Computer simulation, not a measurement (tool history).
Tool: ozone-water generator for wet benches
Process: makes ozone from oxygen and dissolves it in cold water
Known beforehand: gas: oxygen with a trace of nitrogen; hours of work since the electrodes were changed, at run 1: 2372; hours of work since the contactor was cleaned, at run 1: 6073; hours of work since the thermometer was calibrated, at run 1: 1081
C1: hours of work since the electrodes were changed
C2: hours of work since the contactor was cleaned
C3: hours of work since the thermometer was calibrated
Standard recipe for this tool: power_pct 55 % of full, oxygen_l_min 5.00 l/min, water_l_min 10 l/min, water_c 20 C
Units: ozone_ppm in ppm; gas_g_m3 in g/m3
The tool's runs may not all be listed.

run 1 hour=0.0 | power_pct=55 oxygen_l_min=5.00 water_l_min=10 water_c=20 | C1=2372 C2=6073 C3=1081 | ozone_ppm=24.0 gas_g_m3=158.7
run 2 hour=81.4 | power_pct=55 oxygen_l_min=5.00 water_l_min=9 water_c=20 | C1=2447 C2=6149 C3=1156 | ozone_ppm=25.5 gas_g_m3=157.4
run 3 hour=158.6 | power_pct=55 oxygen_l_min=5.00 water_l_min=9 water_c=20 | C1=2519 C2=6220 C3=1228 | ozone_ppm=25.7 gas_g_m3=157.1
run 4 hour=235.6 | power_pct=55 oxygen_l_min=5.00 water_l_min=9 water_c=20 | C1=2590 C2=6292 C3=1299 | ozone_ppm=25.7 gas_g_m3=158.3
run 5 hour=305.7 | power_pct=55 oxygen_l_min=5.00 water_l_min=7 water_c=20 | C1=2655 C2=6357 C3=1364 | ozone_ppm=29.8 gas_g_m3=156.3
run 6 hour=382.7 | power_pct=48 oxygen_l_min=5.00 water_l_min=10 water_c=20 | C1=2727 C2=6428 C3=1436 | ozone_ppm=21.8 gas_g_m3=144.3
run 7 hour=420.0 | power_pct=48 oxygen_l_min=5.00 water_l_min=10 water_c=20 | C1=2762 C2=6463 C3=1470 | ozone_ppm=22.0 gas_g_m3=144.7
run 8 hour=486.0 | power_pct=55 oxygen_l_min=3.44 water_l_min=10 water_c=20 | C1=2823 C2=6524 C3=1532 | ozone_ppm=25.3 gas_g_m3=196.2
run 9 hour=568.1 | power_pct=55 oxygen_l_min=5.06 water_l_min=10 water_c=20 | C1=2899 C2=6600 C3=1608 | ozone_ppm=24.2 gas_g_m3=154.4
run 10 hour=647.9 | power_pct=55 oxygen_l_min=5.06 water_l_min=10 water_c=20 | C1=2973 C2=6675 C3=1682 | ozone_ppm=23.9 gas_g_m3=155.0
run 11 hour=692.4 | power_pct=55 oxygen_l_min=5.06 water_l_min=10 water_c=20 | C1=3014 C2=6716 C3=1723 | ozone_ppm=23.9 gas_g_m3=155.7
run 12 hour=770.1 | power_pct=55 oxygen_l_min=5.06 water_l_min=10 water_c=20 | C1=3086 C2=6788 C3=1795 | ozone_ppm=23.8 gas_g_m3=156.5
run 13 hour=854.6 | power_pct=55 oxygen_l_min=5.06 water_l_min=10 water_c=20 | C1=3165 C2=6866 C3=1874 | ozone_ppm=23.5 gas_g_m3=153.3
run 14 hour=907.3 | power_pct=55 oxygen_l_min=5.06 water_l_min=10 water_c=20 | C1=3214 C2=6915 C3=1923 | ozone_ppm=23.5 gas_g_m3=152.9
run 15 hour=990.2 | power_pct=55 oxygen_l_min=5.00 water_l_min=10 water_c=20 | C1=3291 C2=6992 C3=2000 | ozone_ppm=23.5 gas_g_m3=156.3
run 16 hour=1075.6 | power_pct=55 oxygen_l_min=5.00 water_l_min=10 water_c=20 | C1=3370 C2=7072 C3=2079 | ozone_ppm=23.4 gas_g_m3=154.8
run 17 hour=1140.6 | power_pct=55 oxygen_l_min=3.97 water_l_min=16 water_c=20 | C1=3430 C2=7132 C3=2139 | ozone_ppm=16.5 gas_g_m3=176.4
run 18 hour=1207.7 | power_pct=55 oxygen_l_min=3.97 water_l_min=16 water_c=20 | C1=3493 C2=7194 C3=2201 | ozone_ppm=16.5 gas_g_m3=176.0
-- hour=1216.0 water thermometer calibrated
run 19 hour=1278.1 | power_pct=55 oxygen_l_min=3.35 water_l_min=14 water_c=20 | C1=3557 C2=7259 C3=58 | ozone_ppm=18.9 gas_g_m3=196.4
run 20 hour=1349.8 | power_pct=55 oxygen_l_min=2.56 water_l_min=12 water_c=20 | C1=3624 C2=7326 C3=124 | ozone_ppm=22.0 gas_g_m3=229.9
run 21 hour=1397.2 | power_pct=55 oxygen_l_min=6.72 water_l_min=6 water_c=20 | C1=3668 C2=7370 C3=168 | ozone_ppm=27.7 gas_g_m3=128.4

Run 22 is up next; what results do you expect?
run 22 hour=1486.5 | power_pct=85 oxygen_l_min=2.66 water_l_min=10 water_c=19 | C1=3751 C2=7452 C3=251 | ozone_ppm=? gas_g_m3=?

Run 22 produced ozone_ppm 33.6 ppm, gas_g_m3 293.5 g/m3.
Had the tool carried no hidden state, the very same run would have given ozone_ppm 38.4 ppm, gas_g_m3 324.5 g/m3.
